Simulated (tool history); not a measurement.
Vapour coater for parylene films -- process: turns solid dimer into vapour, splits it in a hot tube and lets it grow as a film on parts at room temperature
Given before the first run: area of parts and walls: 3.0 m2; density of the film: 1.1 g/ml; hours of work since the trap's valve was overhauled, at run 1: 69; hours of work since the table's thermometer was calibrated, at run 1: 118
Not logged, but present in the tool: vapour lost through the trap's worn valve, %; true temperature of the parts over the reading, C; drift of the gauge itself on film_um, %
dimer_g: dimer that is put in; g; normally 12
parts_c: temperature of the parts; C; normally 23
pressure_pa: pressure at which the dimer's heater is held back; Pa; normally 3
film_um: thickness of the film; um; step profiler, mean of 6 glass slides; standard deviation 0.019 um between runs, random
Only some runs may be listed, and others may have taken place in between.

run   hour  dimer_g  parts_c  pressure_pa  hours of work since the trap's valve was overhauled  hours of work since the table's thermometer was calibrated  film_um
  1      0       12       23            3                                                   69                                                         118     3.14
  2   16.5       12       23            3                                                   79                                                         129     3.12
  3   24.3       12       23            3                                                   84                                                         134     3.14
  4   42.9       12       23            3                                                   96                                                         146     3.11
  5   58.8       12       23            3                                                  106                                                         156     3.16
  6   77.7       10       23            3                                                  118                                                         168     2.61
  7     89       10       23            3                                                  125                                                         175     2.61
  8     97       10       23            3                                                  130                                                         180     2.61
  9    115       10       23            3                                                  142                                                         191     2.64
 10  123.7       12       26            3                                                  147                                                         197     2.97
 11  135.9       12       26            3                                                  155                                                         205     2.95
 12  148.2       12       26            3                                                  163                                                         212     2.96
 13  155.9       12       23            3                                                  168                                                         217     3.11
 14  174.1       12       23            3                                                  179                                                         229     3.11
 15  193.1       12       23            3                                                  191                                                         241     3.07
 16  208.4       12       23            3                                                  201                                                         250     3.11
 17    224        6       23         4.11                                                  211                                                         260     1.44
 18  234.8        6       17         7.86                                                  218                                                         267     1.43
 19  245.6       22       24         3.42                                                  224                                                         274     5.41
 20  264.5        6       28            3                                                  236                                                         286     1.43
 21  274.1       12       28         7.86                                                  242                                                         292     2.36
 22  288.8       12       32         7.43                                                  252                                                         301     2.24
 23  303.7       12       18         6.17                                                  261                                                         311     2.91
 24    312       12       18         7.85                                                  266                                                         316     2.74
 25  319.9       10       33            3                                                  271                                                         321     2.19
 26  328.3       10       33            3                                                  277                                                         326     2.16
 27    347        6       28         5.46                                                  289                                                         338     1.24
 28  354.7        6       28         5.46                                                  294                                                         343     1.25
 29  364.5        7       19         9.06                                                  300                                                         349      1.5
 30  379.3        6       26            3                                                  309                                                         359     1.45
     388.5  -- trap's valve overhauled
 31  400.3        6       26            3                                                    8                                                         369     1.52

Measured less the same run without the tool's hidden state. The same run-to-run variation is in both; the gauge's scatter may not be:
run  film_um
  1    -0.03
  2    -0.04
  3    -0.03
  4    -0.04
  5    -0.05
  6    -0.04
  7    -0.04
  8    -0.04
  9    -0.05
 10    -0.06
 11    -0.07
 12    -0.07
 13    -0.07
 14    -0.08
 15    -0.08
 16    -0.08
 17    -0.04
 18    -0.04
 19    -0.16
 20    -0.05
 21    -0.07
 22    -0.07
 23    -0.11
 24     -0.1
 25    -0.08
 26    -0.08
 27    -0.05
 28    -0.05
 29    -0.07
 30    -0.06
 31    +0.01
